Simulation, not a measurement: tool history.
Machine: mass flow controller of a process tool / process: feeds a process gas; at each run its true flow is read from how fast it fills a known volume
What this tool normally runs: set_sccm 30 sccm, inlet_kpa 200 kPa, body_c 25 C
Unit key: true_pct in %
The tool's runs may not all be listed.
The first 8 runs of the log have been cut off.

run      day  set_sccm  inlet_kpa  body_c  hours of work since the controller was set to zero  hours of work since the controller was changed  true_pct
  9   96.608        25        200      25                                                7684                                            7684      98.8
      97.712  -- controller's zero set anew
 10  109.862        25        200      25                                                 151                                            7848    100.29
 11  124.842        30        200      25                                                 336                                            8034    100.57
 12  136.717        30        151      25                                                 483                                            8181    100.76
 13  146.258        30        151      25                                                 602                                            8299    100.68
 14  157.525        30        151      25                                                 741                                            8439    100.64
 15  173.321        30        151      25                                                 937                                            8634    100.55
 16  188.212        30        151      25                                                1121                                            8819    100.62
 17   201.95        28        200      25                                                1292                                            8989    100.42
 18  210.629         7        144      39                                                1399                                            9097    100.47
 19  220.521         7        144      39                                                1522                                            9219    100.24
 20  234.671        26        279      20                                                1697                                            9395     99.65
 21    247.8        26        279      20                                                1860                                            9557     99.67
 22  261.079        25        246      20                                                2024                                            9722     99.61
 23  271.342         9        272      30                                                2152                                            9849     99.19
 24  284.958         9        272      30                                                2320                                           10018     99.11
 25  295.925        28        200      28                                                2456                                           10154    100.81
 26  312.979        28        200      28                                                2667                                           10365    100.84
 27  323.846        28        219      34                                                2802                                           10500    101.42
 28  339.417        28        219      34                                                2995                                           10693    101.33
 29  354.646        30        200      32                                                3184                                           10881    101.33
 30  371.929        15        193      25                                                3398                                           11095     99.38
 31  387.083         9        193      25                                                3586                                           11283     98.36
 32  397.162         9        259      24                                                3711                                           11408     98.06
 33  414.892         9        259      24                                                3930                                           11628     98.03

Below are 5 alternative next runs, each starting from the tool's condition after run 33. Predict each:
  A  424.646         8        213      28                                                4051                                           11749         ?
  B  424.646        27        273      24                                                4051                                           11749         ?
  C  424.646        23        216      30                                                4051                                           11749         ?
  D  424.646        19        205      36                                                4051                                           11749         ?
  E  424.646        31        244      35                                                4051                                           11749         ?

run  true_pct
  A     98.29
  B    100.22
  C    100.66
  D     100.9
  E    101.65
Stripped of hidden state, with their random variation kept, the same runs would have yielded:
run  true_pct
  A     98.63
  B     98.86
  C     99.42
  D     99.84
  E     100.2
